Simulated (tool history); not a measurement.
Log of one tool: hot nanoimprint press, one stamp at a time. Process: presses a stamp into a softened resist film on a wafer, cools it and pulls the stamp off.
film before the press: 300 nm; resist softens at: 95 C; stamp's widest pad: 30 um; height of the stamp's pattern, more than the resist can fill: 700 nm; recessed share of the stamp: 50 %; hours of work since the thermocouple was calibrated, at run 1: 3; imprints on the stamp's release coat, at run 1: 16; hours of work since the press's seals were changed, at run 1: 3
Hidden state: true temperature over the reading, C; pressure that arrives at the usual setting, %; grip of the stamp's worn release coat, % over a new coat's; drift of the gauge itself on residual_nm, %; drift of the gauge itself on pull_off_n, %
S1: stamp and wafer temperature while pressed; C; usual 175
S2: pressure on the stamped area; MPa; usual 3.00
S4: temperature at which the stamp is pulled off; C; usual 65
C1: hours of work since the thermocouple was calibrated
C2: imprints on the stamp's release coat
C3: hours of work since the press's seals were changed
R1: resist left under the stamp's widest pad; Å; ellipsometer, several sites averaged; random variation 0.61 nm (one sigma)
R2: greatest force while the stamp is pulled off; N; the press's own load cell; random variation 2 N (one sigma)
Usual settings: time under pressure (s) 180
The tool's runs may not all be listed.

Run 1, day 0.000: usual settings; C1 3; C2 16; C3 3. Result: R1 1790 Å, R2 108 N.
Run 2, day 1.596: usual settings but S1 176 C; C1 21; C2 125; C3 21. Result: R1 1730 Å, R2 108 N.
Run 3, day 3.058: usual settings but S1 176 C; C1 38; C2 225; C3 38. Result: R1 1717 Å, R2 109 N.
Run 4, day 3.983: usual settings but S1 176 C, S4 68 C; C1 49; C2 288; C3 49. Result: R1 1716 Å, R2 109 N.
Run 5, day 5.308: usual settings but S1 176 C, time under pressure (s) 165, S4 68 C; C1 65; C2 379; C3 65. Result: R1 1760 Å, R2 111 N.
Run 6, day 6.954: usual settings but S1 176 C, time under pressure (s) 165, S4 68 C; C1 84; C2 491; C3 84. Result: R1 1750 Å, R2 109 N.
Run 7, day 7.900: usual settings; C1 95; C2 556; C3 95. Result: R1 1772 Å, R2 120 N.
Run 8, day 8.658: usual settings; C1 104; C2 608; C3 104. Result: R1 1767 Å, R2 119 N.
Run 9, day 9.521: usual settings; C1 114; C2 667; C3 114. Result: R1 1772 Å, R2 123 N.
Run 10, day 10.267: usual settings; C1 123; C2 717; C3 123. Result: R1 1754 Å, R2 124 N.
Run 11, day 11.162: usual settings but S1 171 C; C1 133; C2 778; C3 133. Result: R1 2010 Å, R2 126 N.
Run 12, day 12.392: usual settings but S1 171 C; C1 147; C2 862; C3 147. Result: R1 1988 Å, R2 124 N.
Run 13, day 13.792: usual settings but S1 171 C; C1 164; C2 958; C3 164. Result: R1 1995 Å, R2 125 N.
Run 14, day 15.562: usual settings but S1 171 C, time under pressure (s) 154; C1 185; C2 1079; C3 185. Result: R1 2053 Å, R2 130 N.
Run 15, day 16.658: usual settings; C1 197; C2 1154; C3 197. Result: R1 1738 Å, R2 134 N.
At day 17.004: stamp cleaned and given a new release coat.
Run 16, day 17.975: usual settings; C1 210; C2 67; C3 210. Result: R1 1749 Å, R2 107 N.
Run 17, day 19.483: usual settings but S2 4.62 MPa, time under pressure (s) 336; C1 227; C2 170; C3 227. Result: R1 1148 Å, R2 105 N.
At day 19.700: plate thermocouple calibrated.
Run 18, day 20.696: usual settings but S1 171 C, S2 4.62 MPa, time under pressure (s) 314; C1 12; C2 244; C3 240. Result: R1 1367 Å, R2 114 N.
Run 19, day 22.033: usual settings but S1 171 C, S2 1.84 MPa, time under pressure (s) 106; C1 27; C2 335; C3 256. Result: R1 2490 Å, R2 111 N.
Run 20, day 23.454: usual settings but S2 3.53 MPa, time under pressure (s) 92; C1 44; C2 432; C3 272. Result: R1 1961 Å, R2 117 N.
Run 21, day 24.671: usual settings but S2 2.37 MPa, time under pressure (s) 92, S4 67 C; C1 58; C2 515; C3 287. Result: R1 2229 Å, R2 110 N.
At day 26.175: plate thermocouple calibrated, once more.
Run 22, day 26.546: usual settings but S1 166 C, S2 4.78 MPa, time under pressure (s) 92, S4 68 C; C1 4; C2 635; C3 307. Result: R1 2358 Å, R2 114 N.
Run 23, day 28.038: usual settings but S1 167 C, S4 71 C; C1 22; C2 737; C3 324. Result: R1 2271 Å, R2 113 N.
Run 24, day 29.075: usual settings but S1 168 C, S2 2.92 MPa, time under pressure (s) 302, S4 55 C; C1 34; C2 808; C3 337. Result: R1 1963 Å, R2 142 N.
Run 25, day 30.738: usual settings but S1 168 C, S2 2.92 MPa, time under pressure (s) 198, S4 56 C; C1 53; C2 921; C3 356. Result: R1 2173 Å, R2 143 N.
Run 26, day 32.579: usual settings but S2 2.34 MPa, S4 70 C; C1 75; C2 1047; C3 378. Result: R1 1944 Å, R2 124 N.
At day 34.475: stamp cleaned and given a new release coat.
Run 27, day 34.596: usual settings but S1 170 C, S2 4.24 MPa, time under pressure (s) 136, S4 70 C; C1 95; C2 9; C3 398. Result: R1 1998 Å, R2 93 N.
Run 28, day 36.212: usual settings but S1 165 C, S2 3.09 MPa, time under pressure (s) 136, S4 58 C; C1 114; C2 119; C3 417. Result: R1 2459 Å, R2 118 N.
Run 29, day 37.171: usual settings but S1 164 C, S2 2.50 MPa; C1 126; C2 185; C3 428. Result: R1 2502 Å, R2 109 N.

3 ways to go on from here, each from the tool as it stands after run 29. What would each give?
Run A, day 38.054: usual settings but S1 165 C, S2 2.50 MPa, time under pressure (s) 286; C1 136; C2 245; C3 439. Result: R1 ?, R2 ?.
Run B, day 38.054: usual settings but S1 164 C, S2 2.50 MPa, time under pressure (s) 116; C1 136; C2 245; C3 439. Result: R1 ?, R2 ?.
Run C, day 38.054: usual settings but S1 177 C, S2 2.50 MPa, time under pressure (s) 298; C1 136; C2 245; C3 439. Result: R1 ?, R2 ?.

run    R1   R2
  A  2245  112
  B  2633  114
  C  1512  109
Without the tool's hidden state the same runs would have given:
run    R1   R2
  A  2275  107
  B  2652  109
  C  1537  104

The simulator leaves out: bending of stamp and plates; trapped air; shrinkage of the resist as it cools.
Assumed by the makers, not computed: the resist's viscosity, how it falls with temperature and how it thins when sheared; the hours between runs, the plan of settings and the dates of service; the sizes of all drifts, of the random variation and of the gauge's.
